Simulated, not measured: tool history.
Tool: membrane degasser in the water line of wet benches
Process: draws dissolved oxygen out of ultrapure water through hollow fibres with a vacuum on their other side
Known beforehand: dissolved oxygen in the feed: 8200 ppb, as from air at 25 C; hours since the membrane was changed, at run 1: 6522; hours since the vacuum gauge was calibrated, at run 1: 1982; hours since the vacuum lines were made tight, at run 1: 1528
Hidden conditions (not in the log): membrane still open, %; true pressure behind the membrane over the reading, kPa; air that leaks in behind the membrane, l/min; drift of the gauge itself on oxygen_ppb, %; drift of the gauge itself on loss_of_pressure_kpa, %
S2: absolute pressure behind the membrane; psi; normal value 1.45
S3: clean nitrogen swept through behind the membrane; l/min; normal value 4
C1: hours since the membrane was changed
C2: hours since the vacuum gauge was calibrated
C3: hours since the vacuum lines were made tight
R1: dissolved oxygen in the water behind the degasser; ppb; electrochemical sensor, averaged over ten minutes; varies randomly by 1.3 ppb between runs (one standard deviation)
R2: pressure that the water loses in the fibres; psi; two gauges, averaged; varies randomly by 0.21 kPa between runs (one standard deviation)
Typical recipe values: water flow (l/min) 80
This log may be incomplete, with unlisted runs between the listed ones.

run 1 hour=0 | water_flow_(l/min)=80 S2=1.45 S3=4 | C1=6522 C2=1982 C3=1528 | R1=302.4 R2=7.43
run 2 hour=118.7 | water_flow_(l/min)=80 S2=1.45 S3=4 | C1=6641 C2=2101 C3=1647 | R1=301 R2=7.435
run 3 hour=212.9 | water_flow_(l/min)=80 S2=1.45 S3=4 | C1=6735 C2=2195 C3=1741 | R1=304.2 R2=7.456
run 4 hour=317.4 | water_flow_(l/min)=80 S2=2.57 S3=4 | C1=6839 C2=2299 C3=1845 | R1=610.4 R2=7.455
run 5 hour=482.6 | water_flow_(l/min)=80 S2=2.57 S3=4 | C1=7005 C2=2464 C3=2011 | R1=615.4 R2=7.487
run 6 hour=645.6 | water_flow_(l/min)=104 S2=1.45 S3=4 | C1=7168 C2=2627 C3=2174 | R1=382.1 R2=9.745
run 7 hour=768.5 | water_flow_(l/min)=80 S2=1.45 S3=3.33 | C1=7291 C2=2750 C3=2296 | R1=354.7 R2=7.501
run 8 hour=903.7 | water_flow_(l/min)=80 S2=1.45 S3=3.33 | C1=7426 C2=2885 C3=2432 | R1=355.3 R2=7.536
run 9 hour=1081.4 | water_flow_(l/min)=80 S2=1.15 S3=3.33 | C1=7603 C2=3063 C3=2609 | R1=250.7 R2=7.541
run 10 hour=1249.8 | water_flow_(l/min)=80 S2=1.15 S3=3.33 | C1=7772 C2=3232 C3=2778 | R1=253.9 R2=7.632
run 11 hour=1371.3 | water_flow_(l/min)=80 S2=1.15 S3=3.33 | C1=7893 C2=3353 C3=2899 | R1=252.3 R2=7.596
run 12 hour=1517.6 | water_flow_(l/min)=80 S2=1.15 S3=3.33 | C1=8040 C2=3499 C3=3046 | R1=254.6 R2=7.67
-- hour=1621.2 vacuum gauge calibrated
run 13 hour=1677.4 | water_flow_(l/min)=80 S2=1.15 S3=3.33 | C1=8199 C2=56 C3=3205 | R1=259 R2=7.643
run 14 hour=1758.7 | water_flow_(l/min)=80 S2=1.15 S3=3.33 | C1=8280 C2=137 C3=3286 | R1=260.1 R2=7.635
run 15 hour=1920.9 | water_flow_(l/min)=80 S2=1.15 S3=3.33 | C1=8442 C2=300 C3=3448 | R1=259.6 R2=7.609
run 16 hour=2020.9 | water_flow_(l/min)=80 S2=1.15 S3=3.33 | C1=8542 C2=400 C3=3548 | R1=258.7 R2=7.633
run 17 hour=2109 | water_flow_(l/min)=80 S2=2.1 S3=5.41 | C1=8630 C2=488 C3=3636 | R1=381.9 R2=7.686
run 18 hour=2234.9 | water_flow_(l/min)=80 S2=1.42 S3=4.92 | C1=8756 C2=614 C3=3762 | R1=255.8 R2=7.674
run 19 hour=2394.9 | water_flow_(l/min)=80 S2=1.42 S3=4.92 | C1=8916 C2=774 C3=3922 | R1=254.4 R2=7.681
-- hour=2478.2 vacuum gauge calibrated, once more
run 20 hour=2480.3 | water_flow_(l/min)=80 S2=1.42 S3=4.92 | C1=9001 C2=2 C3=4007 | R1=244.8 R2=7.725
run 21 hour=2630.5 | water_flow_(l/min)=80 S2=1.42 S3=4.92 | C1=9151 C2=152 C3=4157 | R1=243.6 R2=7.661
run 22 hour=2769.5 | water_flow_(l/min)=80 S2=1.42 S3=4.92 | C1=9291 C2=291 C3=4296 | R1=243.2 R2=7.665
run 23 hour=2871.3 | water_flow_(l/min)=68 S2=1.42 S3=4.92 | C1=9392 C2=393 C3=4398 | R1=211.7 R2=6.588
run 24 hour=3048 | water_flow_(l/min)=68 S2=1.42 S3=4.92 | C1=9569 C2=570 C3=4575 | R1=212 R2=6.576
run 25 hour=3184.3 | water_flow_(l/min)=68 S2=1.42 S3=4.92 | C1=9705 C2=706 C3=4711 | R1=209.5 R2=6.586
run 26 hour=3316.7 | water_flow_(l/min)=78 S2=0.96 S3=4.48 | C1=9838 C2=839 C3=4844 | R1=139.3 R2=7.591
run 27 hour=3424.5 | water_flow_(l/min)=81 S2=2.57 S3=3.44 | C1=9946 C2=946 C3=4951 | R1=702.1 R2=7.91
-- hour=3462 seals of the vacuum lines changed
run 28 hour=3562.3 | water_flow_(l/min)=105 S2=2.57 S3=3.44 | C1=10081 C2=1082 C3=100 | R1=869.8 R2=10.322
run 29 hour=3640.9 | water_flow_(l/min)=105 S2=2.57 S3=3.44 | C1=10160 C2=1161 C3=179 | R1=862.3 R2=10.177
-- hour=3704.6 membrane cartridge changed
run 30 hour=3817.3 | water_flow_(l/min)=105 S2=2.57 S3=3.44 | C1=113 C2=1333 C3=351 | R1=859.5 R2=8.913
run 31 hour=3952.6 | water_flow_(l/min)=106 S2=1.45 S3=4 | C1=248 C2=1468 C3=487 | R1=379.9 R2=9.076

Hidden state at the last listed run before each entry between runs and at the first one after, where it differs:
From run 12 to run 13: vacuum gauge calibrated (hour 1621.2)
  membrane still open, %: 90 -> 89.8; true pressure behind the membrane over the reading, kPa: 0.2 -> 0.3; air that leaks in behind the membrane, l/min: 0.0111 -> 0.0115
  measured minus no-state result, R1: +12.6 -> +17.6 ppb; R2: +0.761 -> +0.776 psi
From run 19 to run 20: vacuum gauge calibrated, once more (hour 2478.2)
  membrane still open, %: 89 -> 88.9; true pressure behind the membrane over the reading, kPa: 0.35 -> 0.01; air that leaks in behind the membrane, l/min: 0.0134 -> 0.0136
  measured minus no-state result, R1: +15.3 -> +3.6 ppb; R2: +0.844 -> +0.859 psi
From run 27 to run 28: seals of the vacuum lines changed (hour 3462)
  membrane still open, %: 87.7 -> 87.5; true pressure behind the membrane over the reading, kPa: 0.07 -> 0.08; air that leaks in behind the membrane, l/min: 0.016 -> 0.004
  measured minus no-state result, R1: +7.5 -> +10.3 ppb; R2: +0.969 -> +1.281 psi
From run 29 to run 30: membrane cartridge changed (hour 3704.6)
  membrane still open, %: 87.4 -> 99.9; true pressure behind the membrane over the reading, kPa: 0.08 -> 0.09; air that leaks in behind the membrane, l/min: 0.0042 -> 0.0046
  measured minus no-state result, R1: +10.5 -> +5.2 ppb; R2: +1.281 -> +0.013 psi
